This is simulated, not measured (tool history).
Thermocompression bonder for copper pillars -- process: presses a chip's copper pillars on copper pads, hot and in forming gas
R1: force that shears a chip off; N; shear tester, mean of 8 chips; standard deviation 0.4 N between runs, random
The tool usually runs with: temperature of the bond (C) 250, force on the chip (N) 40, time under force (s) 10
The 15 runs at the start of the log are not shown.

-- hour=274.0 heater calibrated with a thermocouple chip
run 16 hour=292.9 | temperature_of_the_bond_(C)=258 force_on_the_chip_(N)=40 time_under_force_(s)=18 | R1=78.8
run 17 hour=307.9 | temperature_of_the_bond_(C)=250 force_on_the_chip_(N)=40 time_under_force_(s)=5 | R1=47.3
run 18 hour=329.9 | temperature_of_the_bond_(C)=250 force_on_the_chip_(N)=49 time_under_force_(s)=7 | R1=57.9
run 19 hour=352.8 | temperature_of_the_bond_(C)=250 force_on_the_chip_(N)=40 time_under_force_(s)=13 | R1=64.7
run 20 hour=373.2 | temperature_of_the_bond_(C)=250 force_on_the_chip_(N)=40 time_under_force_(s)=13 | R1=65.2
run 21 hour=390.8 | temperature_of_the_bond_(C)=275 force_on_the_chip_(N)=27 time_under_force_(s)=12 | R1=70.8
-- hour=400.9 heater calibrated with a thermocouple chip, once more
run 22 hour=416.1 | temperature_of_the_bond_(C)=275 force_on_the_chip_(N)=27 time_under_force_(s)=12 | R1=73.2
run 23 hour=427.9 | temperature_of_the_bond_(C)=263 force_on_the_chip_(N)=24 time_under_force_(s)=13 | R1=63.0
run 24 hour=454.9 | temperature_of_the_bond_(C)=268 force_on_the_chip_(N)=51 time_under_force_(s)=26 | R1=96.0
run 25 hour=479.7 | temperature_of_the_bond_(C)=268 force_on_the_chip_(N)=51 time_under_force_(s)=26 | R1=96.0
run 26 hour=496.7 | temperature_of_the_bond_(C)=278 force_on_the_chip_(N)=55 time_under_force_(s)=8 | R1=83.4
run 27 hour=513.7 | temperature_of_the_bond_(C)=232 force_on_the_chip_(N)=27 time_under_force_(s)=29 | R1=57.9
run 28 hour=535.3 | temperature_of_the_bond_(C)=232 force_on_the_chip_(N)=27 time_under_force_(s)=29 | R1=57.7
run 29 hour=558.0 | temperature_of_the_bond_(C)=232 force_on_the_chip_(N)=27 time_under_force_(s)=29 | R1=58.0
run 30 hour=577.3 | temperature_of_the_bond_(C)=232 force_on_the_chip_(N)=27 time_under_force_(s)=29 | R1=57.2

Each row is a separate what-if for the run after 30, all from the same tool condition, not one after another. Results?
run A hour=598.6 | temperature_of_the_bond_(C)=250 force_on_the_chip_(N)=40 time_under_force_(s)=14 | R1=?
run B hour=598.6 | temperature_of_the_bond_(C)=234 force_on_the_chip_(N)=40 time_under_force_(s)=29 | R1=?
run C hour=598.6 | temperature_of_the_bond_(C)=278 force_on_the_chip_(N)=34 time_under_force_(s)=29 | R1=?

run=A R1=66.9
run=B R1=68.9
run=C R1=93.9
The same runs, with their run-to-run variation unchanged, on a tool lacking any hidden condition would have given:
run=A R1=71.0
run=B R1=73.2
run=C R1=100.4
